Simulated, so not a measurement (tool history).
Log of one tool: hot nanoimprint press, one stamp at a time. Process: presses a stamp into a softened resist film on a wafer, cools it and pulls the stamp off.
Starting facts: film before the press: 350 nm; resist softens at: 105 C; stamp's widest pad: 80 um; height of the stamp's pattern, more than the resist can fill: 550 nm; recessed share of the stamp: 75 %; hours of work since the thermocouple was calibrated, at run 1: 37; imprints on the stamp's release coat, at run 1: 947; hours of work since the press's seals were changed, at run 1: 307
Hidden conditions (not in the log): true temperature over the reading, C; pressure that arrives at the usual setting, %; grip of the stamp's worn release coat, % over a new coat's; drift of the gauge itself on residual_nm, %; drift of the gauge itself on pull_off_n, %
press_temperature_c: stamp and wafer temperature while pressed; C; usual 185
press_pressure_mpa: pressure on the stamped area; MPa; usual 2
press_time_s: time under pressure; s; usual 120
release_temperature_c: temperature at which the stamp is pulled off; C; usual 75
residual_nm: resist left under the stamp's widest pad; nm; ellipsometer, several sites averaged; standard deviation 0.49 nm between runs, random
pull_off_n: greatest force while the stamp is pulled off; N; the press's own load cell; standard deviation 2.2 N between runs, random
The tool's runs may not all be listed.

run   hour  press_temperature_c  press_pressure_mpa  press_time_s  release_temperature_c  hours of work since the thermocouple was calibrated  imprints on the stamp's release coat  hours of work since the press's seals were changed  residual_nm  pull_off_n
  1      0                  185                   2           120                     75                                                   37                                   947                                                 307          167         120
  2   18.5                  185                   2           120                     75                                                   51                                  1024                                                 321        165.5         123
  3   26.8                  185                   2            80                     75                                                   57                                  1058                                                 327        188.8         125
  4   38.9                  185                   2            80                     75                                                   66                                  1109                                                 336        189.1         123
      43.4  -- plate thermocouple calibrated
  5   53.9                  176                   2           120                     75                                                    8                                  1159                                                 344        208.2         121
  6     72                  176                   2           120                     75                                                   21                                  1233                                                 357        207.8         128
  7   82.3                  195                2.24           118                     78                                                   28                                  1277                                                 365        122.8         114
  8   94.3                  185                 1.6           120                     75                                                   37                                  1326                                                 373        184.8         126
     110.1  -- plate thermocouple calibrated, once more
  9  114.8                  185                1.63           120                     74                                                    3                                  1399                                                 386        185.4         140
 10  123.9                  185                1.63           120                     74                                                   10                                  1437                                                 393        185.1         134

Predict each of these 4 candidate next runs independently; none follows another, all start after run 10:
     137.6  -- stamp cleaned and given a new release coat
  A   142                  185                1.63           120                     70                                                   19                                    18                                                 401            ?           ?
     137.6  -- stamp cleaned and given a new release coat
  B   142                  187                2.28           120                     74                                                   19                                    18                                                 401            ?           ?
     137.6  -- stamp cleaned and given a new release coat
  C   142                  177                2.96           120                     75                                                   19                                    18                                                 401            ?           ?
     137.6  -- stamp cleaned and given a new release coat
  D   142                  185                 1.6           120                     74                                                   19                                    18                                                 401            ?           ?

run  residual_nm  pull_off_n
  A        185.3         105
  B        149.3         100
  C        169.8          96
  D          187          99
With no hidden state in the tool, these same runs would have given:
run  residual_nm  pull_off_n
  A        183.5         105
  B        146.8         100
  C        166.2          96
  D        185.3          99

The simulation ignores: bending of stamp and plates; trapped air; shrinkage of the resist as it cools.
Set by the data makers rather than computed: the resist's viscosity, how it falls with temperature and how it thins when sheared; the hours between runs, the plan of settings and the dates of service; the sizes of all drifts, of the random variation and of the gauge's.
